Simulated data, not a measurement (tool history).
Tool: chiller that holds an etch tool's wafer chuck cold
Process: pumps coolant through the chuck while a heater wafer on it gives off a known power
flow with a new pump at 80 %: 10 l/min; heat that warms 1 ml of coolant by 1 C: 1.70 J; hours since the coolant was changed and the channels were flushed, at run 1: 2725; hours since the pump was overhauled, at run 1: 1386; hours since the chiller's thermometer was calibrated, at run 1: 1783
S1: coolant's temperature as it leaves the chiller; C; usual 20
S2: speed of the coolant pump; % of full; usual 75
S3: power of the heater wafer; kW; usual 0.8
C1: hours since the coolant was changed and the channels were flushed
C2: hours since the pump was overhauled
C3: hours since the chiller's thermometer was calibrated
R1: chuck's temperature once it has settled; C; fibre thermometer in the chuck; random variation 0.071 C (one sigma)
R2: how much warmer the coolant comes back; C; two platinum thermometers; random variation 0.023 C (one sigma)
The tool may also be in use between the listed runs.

| run | day | S1 | S2 | S3 | C1 | C2 | C3 | R1 | R2 |
|---|---|---|---|---|---|---|---|---|---|
| 1 | 0 | 20 | 75 | 0.8 | 2725 | 1386 | 1783 | 26.63 | 3.03 |
| 2 | 3.233 | 20 | 75 | 0.8 | 2803 | 1464 | 1861 | 26.67 | 2.96 |
| 3 | 5.571 | 20 | 75 | 0.8 | 2859 | 1520 | 1917 | 26.66 | 3 |
| 4 | 7.921 | 20 | 75 | 0.8 | 2915 | 1576 | 1973 | 26.54 | 2.99 |
| 5 | 9.567 | 20 | 71 | 0.8 | 2955 | 1616 | 2013 | 26.9 | 3.15 |
| 6 | 13.271 | 20 | 71 | 0.8 | 3044 | 1705 | 2101 | 26.86 | 3.13 |
| 7 | 15.158 | 20 | 71 | 0.8 | 3089 | 1750 | 2147 | 26.72 | 3.07 |
| 8 | 18.575 | 22 | 75 | 0.8 | 3171 | 1832 | 2229 | 28.69 | 2.88 |
| 9 | 20.667 | 21 | 75 | 0.8 | 3221 | 1882 | 2279 | 27.52 | 2.93 |
| 10 | 23.417 | 21 | 75 | 0.8 | 3287 | 1948 | 2345 | 27.66 | 2.85 |
| 11 | 25.846 | 21 | 75 | 0.8 | 3345 | 2007 | 2403 | 27.66 | 2.91 |
| 12 | 27.771 | 21 | 75 | 0.8 | 3392 | 2053 | 2449 | 27.59 | 2.87 |
| 13 | 31.538 | 20 | 75 | 0.8 | 3482 | 2143 | 2540 | 26.56 | 2.84 |
| 14 | 34.312 | 20 | 75 | 0.8 | 3549 | 2210 | 2606 | 26.54 | 2.83 |
| 15 | 38.017 | 28 | 77 | 0.8 | 3638 | 2299 | 2695 | 34.62 | 2.69 |
| 16 | 41.375 | 28 | 77 | 0.8 | 3718 | 2379 | 2776 | 34.58 | 2.69 |
| 17 | 44.312 | 11 | 75 | 0.497 | 3789 | 2450 | 2846 | 15.13 | 1.62 |
| 18 | 47.271 | 11 | 75 | 0.497 | 3860 | 2521 | 2917 | 15.16 | 1.59 |
| 19 | 50.046 | 20 | 64 | 0.8 | 3926 | 2587 | 2984 | 27.24 | 3.24 |
| 20 | 52.588 | 13 | 82 | 0.8 | 3987 | 2648 | 3045 | 19.25 | 2.44 |
| 21 | 56.254 | 22 | 96 | 0.79 | 4075 | 2736 | 3133 | 27.61 | 1.99 |
| 22 | 60.004 | 22 | 96 | 0.79 | 4165 | 2826 | 3223 | 27.74 | 1.96 |
| 23 | 62.817 | 14 | 70 | 0.85 | 4233 | 2894 | 3291 | 21.26 | 3.09 |
| 24 | 64.354 | 14 | 70 | 0.85 | 4270 | 2931 | 3327 | 21.35 | 3.05 |
| 25 | 66.067 | 20 | 75 | 0.566 | 4311 | 2972 | 3369 | 24.67 | 1.76 |
| 26 | 68.733 | 12 | 75 | 0.717 | 4375 | 3036 | 3433 | 17.9 | 2.35 |
| 27 | 70.638 | 14 | 75 | 0.788 | 4421 | 3082 | 3478 | 20.52 | 2.54 |

4 ways to go on from here, each from the tool as it stands after run 27. What would each give?
| A | 74.283 | 20 | 82 | 0.66 | 4508 | 3169 | 3566 | ? | ? |
| B | 74.283 | 14 | 67 | 0.973 | 4508 | 3169 | 3566 | ? | ? |
| C | 74.283 | 14 | 67 | 0.702 | 4508 | 3169 | 3566 | ? | ? |
| D | 74.283 | 11 | 64 | 0.424 | 4508 | 3169 | 3566 | ? | ? |

| run | R1 | R2 |
|---|---|---|
| A | 25.3 | 1.85 |
| B | 22.65 | 3.67 |
| C | 20.2 | 2.51 |
| D | 14.89 | 1.45 |
Without the tool's hidden state the same runs would have given:
| run | R1 | R2 |
|---|---|---|
| A | 25.29 | 2.28 |
| B | 22.62 | 4.1 |
| C | 20.19 | 2.94 |
| D | 14.89 | 1.88 |
